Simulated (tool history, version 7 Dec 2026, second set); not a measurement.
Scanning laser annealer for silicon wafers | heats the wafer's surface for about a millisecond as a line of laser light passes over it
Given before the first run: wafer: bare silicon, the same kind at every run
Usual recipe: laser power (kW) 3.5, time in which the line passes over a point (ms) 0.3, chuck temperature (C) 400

run,day,laser power (kW),time in which the line passes over a point (ms),chuck temperature (C),highest temperature of the surface (C)
1,0,3.5,0.3,400,1086
2,0.662,3.5,0.3,400,1084
3,1.017,3.5,0.3,400,1083
4,1.667,3.5,0.3,400,1086
5,2.071,3.233,0.3,400,1015
6,2.471,3.233,0.3,400,1013
7,3.05,3.233,0.3,400,1018
8,3.654,3.595,0.3,392,1098
9,4.008,3.63,0.3,372,1085
10,4.333,3.208,0.224,400,934
11,4.683,3.5,0.293,427,1100
12,5.421,3.5,0.293,427,1104
13,6.062,3.5,0.335,395,1105
14,6.596,3.5,0.335,395,1109

For some of the steps in highest temperature of the surface (C) from one run to the next: how much would appear even if the tool had no hidden state, given the settings, what came in and random variation, and how much remains for the hidden state plus any gauge scatter that the measured result and the result without hidden state don't share?
The tool's hidden condition here consists of: light that passes the window, % of a clean one's; laser's true power over the reading, %; width of the line over the set one, %; drift of the gauge itself on peak_c, C.
Run 9 -> 10: laser power (kW) 3.63 -> 3.208, time in which the line passes over a point (ms) 0.3 -> 0.224, chuck temperature (C) 372 -> 400. highest temperature of the surface (C) -151: hidden state +9, all else -160.
Run 10 -> 11: laser power (kW) 3.208 -> 3.5, time in which the line passes over a point (ms) 0.224 -> 0.293, chuck temperature (C) 400 -> 427. highest temperature of the surface (C) +166: hidden state -7, all else +173.
